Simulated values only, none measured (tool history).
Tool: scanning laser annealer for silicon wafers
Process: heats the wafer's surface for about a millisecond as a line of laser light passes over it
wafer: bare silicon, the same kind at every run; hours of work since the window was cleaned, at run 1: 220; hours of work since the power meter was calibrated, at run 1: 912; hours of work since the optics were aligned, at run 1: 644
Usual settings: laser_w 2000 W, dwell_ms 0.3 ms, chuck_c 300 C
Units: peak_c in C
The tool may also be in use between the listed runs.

run,day,laser_w,dwell_ms,chuck_c,hours of work since the window was cleaned,hours of work since the power meter was calibrated,hours of work since the optics were aligned,peak_c
1,0,2000,0.3,300,220,912,644,1084
2,1.325,2000,0.3,300,243,935,668,1085
3,2.854,2000,0.317,300,270,962,694,1111
4,4.162,2000,0.317,300,293,985,717,1108
5,5.3,2000,0.229,300,313,1005,737,976
6,6.696,2000,0.3,300,337,1029,762,1080
7,8.167,2000,0.3,300,363,1055,787,1083
8,9.562,2000,0.3,300,387,1079,812,1079
9,10.854,2000,0.3,300,410,1102,835,1077
10,12.117,2000,0.3,300,432,1124,857,1078
11,13.592,2000,0.3,300,458,1150,882,1080
12,15.229,2000,0.3,300,487,1179,911,1078
# day 16.117: optics aligned, line set to its width
13,17.075,2000,0.353,300,515,1207,17,1157
14,18.3,2000,0.353,300,537,1229,38,1156
15,19.275,1791,0.372,300,554,1246,55,1091
# day 20.667: window over the wafer cleaned
16,21.042,1862,0.277,316,7,1275,85,1026
17,22.579,2000,0.244,332,34,1302,112,1040
18,23.708,2079,0.284,270,53,1322,132,1069
19,25.054,1989,0.284,307,77,1346,155,1074
20,26.612,1989,0.284,307,104,1373,182,1071
21,27.55,2168,0.259,279,121,1389,199,1068
22,28.588,2054,0.262,313,139,1407,217,1065
23,30.096,1752,0.351,320,165,1434,243,1078
24,31.221,2000,0.3,330,185,1454,263,1118
25,32.2,2000,0.3,330,202,1471,280,1118
26,33.071,2138,0.231,275,217,1486,296,1003
27,34.225,2138,0.231,275,238,1506,316,1002

The same runs without the tool's hidden state, with the same run-to-run variation:
The hidden state here: light that passes the window, % of a clean one's; laser's true power over the reading, %; width of the line over the set one, %; drift of the gauge itself on peak_c, C.
run,peak_c
1,1094
2,1096
3,1123
4,1121
5,988
6,1094
7,1099
8,1095
9,1094
10,1096
11,1099
12,1097
13,1172
14,1173
15,1106
16,1027
17,1042
18,1072
19,1077
20,1076
21,1074
22,1070
23,1085
24,1125
25,1126
26,1011
27,1011
